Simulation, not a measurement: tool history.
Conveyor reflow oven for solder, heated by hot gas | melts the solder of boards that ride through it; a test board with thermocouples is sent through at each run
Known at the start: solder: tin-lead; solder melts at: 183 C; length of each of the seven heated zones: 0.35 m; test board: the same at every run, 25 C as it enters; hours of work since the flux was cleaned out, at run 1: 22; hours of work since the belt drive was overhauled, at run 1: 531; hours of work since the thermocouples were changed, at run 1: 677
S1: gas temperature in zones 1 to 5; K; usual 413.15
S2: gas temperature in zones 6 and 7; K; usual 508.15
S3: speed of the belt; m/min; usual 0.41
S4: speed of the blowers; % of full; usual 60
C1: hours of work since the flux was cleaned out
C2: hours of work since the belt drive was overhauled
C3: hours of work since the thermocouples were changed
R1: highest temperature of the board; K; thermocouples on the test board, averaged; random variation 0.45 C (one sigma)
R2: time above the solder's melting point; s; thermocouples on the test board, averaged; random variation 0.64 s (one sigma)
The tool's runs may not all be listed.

| run | hour | S1 | S2 | S3 | S4 | C1 | C2 | C3 | R1 | R2 |
|---|---|---|---|---|---|---|---|---|---|---|
| 1 | 0 | 413.15 | 508.15 | 0.41 | 60 | 22 | 531 | 677 | 482.25 | 67 |
| 2 | 60.1 | 413.15 | 508.15 | 0.41 | 60 | 46 | 556 | 701 | 482.95 | 66.6 |
| 3 | 131.6 | 413.15 | 508.15 | 0.41 | 60 | 75 | 584 | 729 | 481.45 | 65.2 |
| 4 | 164.1 | 413.15 | 508.15 | 0.41 | 60 | 88 | 597 | 742 | 482.45 | 64.4 |
| 5 | 217 | 413.15 | 508.15 | 0.41 | 58 | 109 | 618 | 763 | 480.55 | 63.1 |
| 6 | 263.5 | 413.15 | 508.15 | 0.41 | 58 | 128 | 637 | 782 | 481.35 | 63.2 |
| 7 | 314.1 | 413.15 | 508.15 | 0.42 | 60 | 148 | 657 | 802 | 480.75 | 61.6 |
| 8 | 367.9 | 413.15 | 508.15 | 0.41 | 60 | 169 | 679 | 824 | 481.85 | 64.2 |
| 9 | 415.9 | 414.15 | 508.15 | 0.41 | 60 | 189 | 698 | 843 | 481.55 | 64.7 |
| 10 | 471 | 414.15 | 508.15 | 0.41 | 60 | 211 | 720 | 865 | 481.75 | 63.8 |
| 11 | 528.6 | 414.15 | 508.15 | 0.41 | 60 | 234 | 743 | 888 | 479.95 | 62.4 |
|  | 539.4 | flux residue cleaned out of gas plates and filters |
| 12 | 568.2 | 405.15 | 522.15 | 0.41 | 60 | 12 | 757 | 902 | 486.05 | 65.9 |
| 13 | 630.6 | 405.15 | 522.15 | 0.449 | 52 | 37 | 782 | 927 | 477.05 | 47.1 |
| 14 | 670.6 | 406.15 | 508.15 | 0.443 | 59 | 53 | 798 | 943 | 470.85 | 38.8 |
| 15 | 733.4 | 413.15 | 516.15 | 0.377 | 60 | 78 | 823 | 968 | 486.95 | 77.7 |
| 16 | 802.6 | 413.15 | 516.15 | 0.377 | 60 | 105 | 851 | 996 | 486.85 | 77.4 |
|  | 813 | thermocouples of zones 6 and 7 changed |
| 17 | 873.5 | 413.15 | 516.15 | 0.331 | 69 | 133 | 879 | 24 | 495.65 | 103 |
|  | 889.3 | flux residue cleaned out of gas plates and filters, once more |
| 18 | 927.6 | 413.15 | 516.15 | 0.331 | 69 | 15 | 898 | 44 | 500.65 | 108.4 |
| 19 | 982.9 | 413.15 | 516.15 | 0.331 | 69 | 37 | 921 | 66 | 500.65 | 109.3 |
| 20 | 1057.3 | 413.15 | 516.15 | 0.331 | 69 | 67 | 950 | 96 | 500.85 | 109.9 |
| 21 | 1131.5 | 413.15 | 516.15 | 0.331 | 69 | 97 | 980 | 126 | 500.25 | 108.4 |

Forecast each of these 5 alternatives for the next run:
| A | 1167.3 | 417.15 | 516.15 | 0.331 | 89 | 111 | 994 | 140 | ? | ? |
| B | 1167.3 | 410.15 | 512.15 | 0.41 | 59 | 111 | 994 | 140 | ? | ? |
| C | 1167.3 | 413.15 | 502.15 | 0.331 | 59 | 111 | 994 | 140 | ? | ? |
| D | 1167.3 | 413.15 | 496.15 | 0.474 | 69 | 111 | 994 | 140 | ? | ? |
| E | 1167.3 | 413.15 | 496.15 | 0.41 | 84 | 111 | 994 | 140 | ? | ? |

| run | R1 | R2 |
|---|---|---|
| A | 505.15 | 113.3 |
| B | 484.65 | 68.3 |
| C | 485.55 | 89.7 |
| D | 471.45 | 39.6 |
| E | 480.35 | 65.6 |
Without the tool's hidden state the same runs would have given:
| run | R1 | R2 |
|---|---|---|
| A | 506.15 | 112.7 |
| B | 485.65 | 68.9 |
| C | 486.35 | 89.9 |
| D | 472.55 | 41.4 |
| E | 481.35 | 66.7 |
